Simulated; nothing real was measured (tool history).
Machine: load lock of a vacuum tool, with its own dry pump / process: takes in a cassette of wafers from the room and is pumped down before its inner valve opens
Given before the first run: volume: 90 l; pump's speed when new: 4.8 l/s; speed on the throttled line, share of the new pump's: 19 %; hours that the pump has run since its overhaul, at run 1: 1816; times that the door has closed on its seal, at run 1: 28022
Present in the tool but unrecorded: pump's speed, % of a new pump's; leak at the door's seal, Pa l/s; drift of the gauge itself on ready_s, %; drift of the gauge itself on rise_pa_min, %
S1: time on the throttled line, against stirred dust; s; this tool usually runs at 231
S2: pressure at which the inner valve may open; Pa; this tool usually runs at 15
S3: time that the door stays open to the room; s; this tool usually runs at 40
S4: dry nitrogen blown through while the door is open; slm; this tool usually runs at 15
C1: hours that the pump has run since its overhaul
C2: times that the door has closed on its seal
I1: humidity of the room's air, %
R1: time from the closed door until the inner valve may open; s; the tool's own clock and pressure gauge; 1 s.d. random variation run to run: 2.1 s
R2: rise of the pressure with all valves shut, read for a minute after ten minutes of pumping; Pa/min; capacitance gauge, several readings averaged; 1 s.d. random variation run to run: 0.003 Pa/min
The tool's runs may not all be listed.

run 1 hour=0.0 | S1=231 S2=15 S3=40 S4=15 | C1=1816 C2=28022 | I1=44.4 | R1=354.2 R2=0.237
run 2 hour=98.7 | S1=231 S2=15 S3=40 S4=15 | C1=1915 C2=28428 | I1=41.9 | R1=354.4 R2=0.252
run 3 hour=159.2 | S1=231 S2=15 S3=40 S4=15 | C1=1975 C2=28677 | I1=44.0 | R1=354.3 R2=0.255
run 4 hour=259.1 | S1=231 S2=15 S3=40 S4=15 | C1=2075 C2=29088 | I1=47.1 | R1=354.5 R2=0.260
run 5 hour=326.1 | S1=231 S2=15 S3=40 S4=15 | C1=2142 C2=29365 | I1=44.7 | R1=352.8 R2=0.259
run 6 hour=416.8 | S1=231 S2=15 S3=40 S4=17 | C1=2233 C2=29738 | I1=43.0 | R1=348.9 R2=0.257
run 7 hour=478.7 | S1=231 S2=15 S3=40 S4=15 | C1=2295 C2=29993 | I1=44.9 | R1=351.5 R2=0.274
run 8 hour=530.9 | S1=231 S2=15 S3=40 S4=15 | C1=2347 C2=30207 | I1=42.8 | R1=356.7 R2=0.271
run 9 hour=630.2 | S1=231 S2=15 S3=40 S4=15 | C1=2446 C2=30616 | I1=39.7 | R1=355.2 R2=0.276
run 10 hour=732.6 | S1=231 S2=15 S3=40 S4=15 | C1=2549 C2=31038 | I1=43.0 | R1=350.7 R2=0.287
run 11 hour=779.9 | S1=231 S2=15 S3=40 S4=6 | C1=2596 C2=31233 | I1=46.7 | R1=355.3 R2=0.281
run 12 hour=886.2 | S1=231 S2=15 S3=40 S4=6 | C1=2702 C2=31671 | I1=44.8 | R1=355.5 R2=0.290
run 13 hour=937.8 | S1=231 S2=15 S3=40 S4=10 | C1=2754 C2=31883 | I1=44.4 | R1=355.3 R2=0.293
run 14 hour=1018.0 | S1=231 S2=29 S3=40 S4=15 | C1=2834 C2=32213 | I1=46.5 | R1=340.0 R2=0.288
run 15 hour=1124.9 | S1=231 S2=29 S3=40 S4=15 | C1=2941 C2=32653 | I1=42.3 | R1=343.1 R2=0.303
run 16 hour=1187.0 | S1=395 S2=15 S3=40 S4=15 | C1=3003 C2=32909 | I1=45.2 | R1=487.9 R2=0.307
run 17 hour=1235.8 | S1=231 S2=15 S3=40 S4=7 | C1=3052 C2=33110 | I1=44.5 | R1=356.4 R2=0.310
run 18 hour=1322.4 | S1=231 S2=15 S3=40 S4=7 | C1=3138 C2=33466 | I1=46.5 | R1=355.0 R2=0.313
run 19 hour=1419.8 | S1=231 S2=27 S3=51 S4=8 | C1=3236 C2=33867 | I1=47.2 | R1=345.5 R2=0.325
run 20 hour=1464.3 | S1=269 S2=27 S3=51 S4=24 | C1=3280 C2=34050 | I1=46.2 | R1=373.3 R2=0.321
run 21 hour=1553.5 | S1=426 S2=16 S3=40 S4=15 | C1=3370 C2=34418 | I1=45.3 | R1=508.2 R2=0.324
run 22 hour=1623.5 | S1=209 S2=22 S3=72 S4=18 | C1=3439 C2=34706 | I1=45.9 | R1=330.6 R2=0.338
run 23 hour=1669.7 | S1=389 S2=15 S3=40 S4=14 | C1=3486 C2=34896 | I1=42.5 | R1=481.0 R2=0.341
run 24 hour=1751.2 | S1=180 S2=15 S3=40 S4=14 | C1=3567 C2=35232 | I1=40.8 | R1=319.7 R2=0.330
run 25 hour=1856.9 | S1=279 S2=15 S3=27 S4=15 | C1=3673 C2=35667 | I1=48.4 | R1=398.0 R2=0.346
run 26 hour=1958.5 | S1=279 S2=15 S3=27 S4=15 | C1=3775 C2=36085 | I1=43.7 | R1=396.5 R2=0.346
run 27 hour=2059.5 | S1=231 S2=15 S3=40 S4=36 | C1=3876 C2=36501 | I1=44.4 | R1=358.2 R2=0.350
run 28 hour=2120.2 | S1=231 S2=15 S3=40 S4=36 | C1=3936 C2=36751 | I1=42.5 | R1=353.7 R2=0.357
run 29 hour=2206.9 | S1=400 S2=13 S3=40 S4=15 | C1=4023 C2=37108 | I1=44.5 | R1=497.7 R2=0.358
run 30 hour=2265.1 | S1=229 S2=17 S3=52 S4=5 | C1=4081 C2=37347 | I1=44.8 | R1=351.9 R2=0.372
run 31 hour=2337.1 | S1=229 S2=17 S3=52 S4=5 | C1=4153 C2=37644 | I1=47.5 | R1=349.8 R2=0.383
run 32 hour=2406.2 | S1=231 S2=15 S3=30 S4=42 | C1=4222 C2=37928 | I1=44.6 | R1=358.0 R2=0.371
run 33 hour=2459.8 | S1=449 S2=16 S3=49 S4=19 | C1=4276 C2=38149 | I1=49.8 | R1=530.4 R2=0.381
run 34 hour=2556.7 | S1=449 S2=16 S3=49 S4=19 | C1=4373 C2=38548 | I1=42.7 | R1=531.0 R2=0.393
run 35 hour=2646.9 | S1=231 S2=18 S3=50 S4=38 | C1=4463 C2=38919 | I1=42.2 | R1=353.6 R2=0.391

Results for each run, recomputed without the tool's hidden state and with each run's random variation untouched:
run=1 R1=352.2 R2=0.010
run=2 R1=352.3 R2=0.015
run=3 R1=352.1 R2=0.014
run=4 R1=352.1 R2=0.016
run=5 R1=350.3 R2=0.013
run=6 R1=346.3 R2=0.009
run=7 R1=348.8 R2=0.014
run=8 R1=353.9 R2=0.014
run=9 R1=352.2 R2=0.013
run=10 R1=347.6 R2=0.014
run=11 R1=352.0 R2=0.015
run=12 R1=352.1 R2=0.015
run=13 R1=351.8 R2=0.015
run=14 R1=337.1 R2=0.010
run=15 R1=340.1 R2=0.014
run=16 R1=484.9 R2=0.015
run=17 R1=352.4 R2=0.017
run=18 R1=350.9 R2=0.016
run=19 R1=341.6 R2=0.019
run=20 R1=370.0 R2=0.014
run=21 R1=505.4 R2=0.013
run=22 R1=326.5 R2=0.021
run=23 R1=477.4 R2=0.017
run=24 R1=314.5 R2=0.007
run=25 R1=393.7 R2=0.014
run=26 R1=392.1 R2=0.009
run=27 R1=352.9 R2=0.006
run=28 R1=348.3 R2=0.006
run=29 R1=493.4 R2=0.008
run=30 R1=346.8 R2=0.014
run=31 R1=344.6 R2=0.019
run=32 R1=352.1 R2=0.008
run=33 R1=526.4 R2=0.013
run=34 R1=526.9 R2=0.016
run=35 R1=347.9 R2=0.007

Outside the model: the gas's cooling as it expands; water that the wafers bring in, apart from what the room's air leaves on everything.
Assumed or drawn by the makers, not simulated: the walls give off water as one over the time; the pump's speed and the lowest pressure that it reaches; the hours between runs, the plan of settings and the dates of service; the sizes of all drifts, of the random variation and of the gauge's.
